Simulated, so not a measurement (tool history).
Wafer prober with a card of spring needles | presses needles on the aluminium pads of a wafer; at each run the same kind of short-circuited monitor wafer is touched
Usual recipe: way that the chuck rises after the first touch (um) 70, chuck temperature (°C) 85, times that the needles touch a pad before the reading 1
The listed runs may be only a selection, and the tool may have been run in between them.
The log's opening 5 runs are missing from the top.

run   hour  way that the chuck rises after the first touch (um)  chuck temperature (°C)  times that the needles touch a pad before the reading  touches since the tips were cleaned  cleanings since the card got new needles  touches since the first contact's height was set  resistance of one needle with its contact and lead (mohm)  way that a needle slides on the pad (um)
      37.0  -- tips cleaned on abrasive film
  6   39.4                                                   70                      85                                                      1                                 1038                                        11                                             53243                                                        281                                     16.08
      47.9  -- tips cleaned on abrasive film
  7   50.3                                                   70                      85                                                      1                                 1070                                        12                                             58107                                                        283                                     16.05
  8   56.9                                                   70                      85                                                      1                                 4021                                        12                                             61058                                                        319                                     16.00
      58.8  -- tips cleaned on abrasive film
  9   64.6                                                   70                      85                                                      1                                 2640                                        13                                             64481                                                        300                                     16.05
      69.2  -- tips cleaned on abrasive film
 10   73.7                                                   70                      85                                                      1                                 2028                                        14                                             68504                                                        295                                     16.01
      79.1  -- tips cleaned on abrasive film
      81.1  -- tips cleaned on abrasive film, once more
 11   87.2                                                   70                      85                                                      1                                 2721                                        16                                             74450                                                        303                                     15.98
      91.6  -- tips cleaned on abrasive film
      93.4  -- height of the first contact set anew
 12   93.4                                                   70                      56                                                      1                                  680                                        17                                                 0                                                        269                                     16.40
 13  100.4                                                   70                      56                                                      1                                 3824                                        17                                              3144                                                        306                                     16.41
     101.7  -- tips cleaned on abrasive film
     112.0  -- tips cleaned on abrasive film
 14  112.9                                                   70                      56                                                      1                                  417                                        19                                              8656                                                        260                                     16.38
     122.9  -- tips cleaned on abrasive film
 15  124.9                                                   70                      85                                                      1                                  892                                        20                                             13968                                                        274                                     16.37
 16  132.0                                                   70                      85                                                      2                                 4086                                        20                                             17162                                                        287                                     16.33
     132.9  -- tips cleaned on abrasive film
 17  138.7                                                   70                      85                                                      2                                 2582                                        21                                             20115                                                        285                                     16.29

Run 18, settings as shown, results not yet in. Your forecast:
     143.0  -- tips cleaned on abrasive film
 18  148.2                                                   67                      85                                                      1                                 2360                                        22                                             24337                                                          ?                                         ?

resistance of one needle with its contact and lead (mohm): 306
way that a needle slides on the pad (um): 15.61
With the hidden condition absent and the run-to-run variation left alone, this run would have shown resistance of one needle with its contact and lead (mohm) 250, way that a needle slides on the pad (um) 15.74.

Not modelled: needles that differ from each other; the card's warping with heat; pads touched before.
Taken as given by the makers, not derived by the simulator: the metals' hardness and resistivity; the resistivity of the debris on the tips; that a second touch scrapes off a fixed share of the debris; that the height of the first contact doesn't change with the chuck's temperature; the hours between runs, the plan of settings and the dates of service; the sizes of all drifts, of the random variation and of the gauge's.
